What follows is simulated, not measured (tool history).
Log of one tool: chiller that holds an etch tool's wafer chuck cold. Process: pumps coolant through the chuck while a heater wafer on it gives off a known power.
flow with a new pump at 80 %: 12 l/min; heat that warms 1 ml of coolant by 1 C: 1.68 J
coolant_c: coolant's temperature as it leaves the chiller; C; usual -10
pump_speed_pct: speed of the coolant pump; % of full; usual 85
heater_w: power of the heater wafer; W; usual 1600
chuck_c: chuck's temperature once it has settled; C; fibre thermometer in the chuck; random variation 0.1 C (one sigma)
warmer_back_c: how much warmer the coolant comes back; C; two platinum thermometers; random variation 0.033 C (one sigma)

run	hour	coolant_c	pump_speed_pct	heater_w	chuck_c	warmer_back_c
1	0.0	-10	85	1600	2.1	4.59
2	33.0	-10	85	1600	1.8	4.59
3	83.9	-10	85	1600	2.1	4.57
4	129.0	-10	85	1600	2.1	4.62
5	185.2	-20	85	1600	-7.7	4.59
6	213.9	-10	85	1600	2.0	4.61
7	261.7	-10	85	1600	2.1	4.67
8	320.9	-10	85	1600	2.0	4.65
9	371.2	-10	85	1600	2.3	4.59
10	424.1	-5	85	1600	7.1	4.61
11	478.7	-5	85	1600	7.3	4.56
12	537.6	-5	85	1600	7.2	4.56
13	564.6	-10	85	1600	2.3	4.61
14	613.7	-10	85	1600	2.2	4.54
15	647.8	-10	85	867	-3.4	2.51
16	684.1	-10	85	867	-3.4	2.49
17	716.8	-10	76	984	-1.9	3.22
18	755.1	-10	76	984	-1.7	3.20
19	805.9	-10	85	2202	6.8	6.38
20	833.4	-10	85	2202	6.9	6.30
21	862.6	-10	72	1132	0.0	3.91
22	910.5	-17	66	906	-8.3	3.41
23	947.1	-6	70	906	2.2	3.24
24	984.4	-11	63	906	-2.0	3.64
25	1018.0	-8	65	1600	7.5	6.19
26	1081.3	-1	60	1191	11.3	5.02
27	1115.8	-1	60	1191	11.4	5.00
28	1147.3	-2	75	1006	6.6	3.36

Forecast each of these 3 alternatives for the next run:
A	1202.5	-20	77	1626	?	?
B	1202.5	-10	64	819	?	?
C	1202.5	-15	87	1444	?	?

run	chuck_c	warmer_back_c
A	-6.3	5.19
B	-1.7	3.25
C	-4.2	4.04
Without the tool's hidden state the same runs would have given:
run	chuck_c	warmer_back_c
A	-7.2	5.01
B	-2.2	3.14
C	-4.9	3.90

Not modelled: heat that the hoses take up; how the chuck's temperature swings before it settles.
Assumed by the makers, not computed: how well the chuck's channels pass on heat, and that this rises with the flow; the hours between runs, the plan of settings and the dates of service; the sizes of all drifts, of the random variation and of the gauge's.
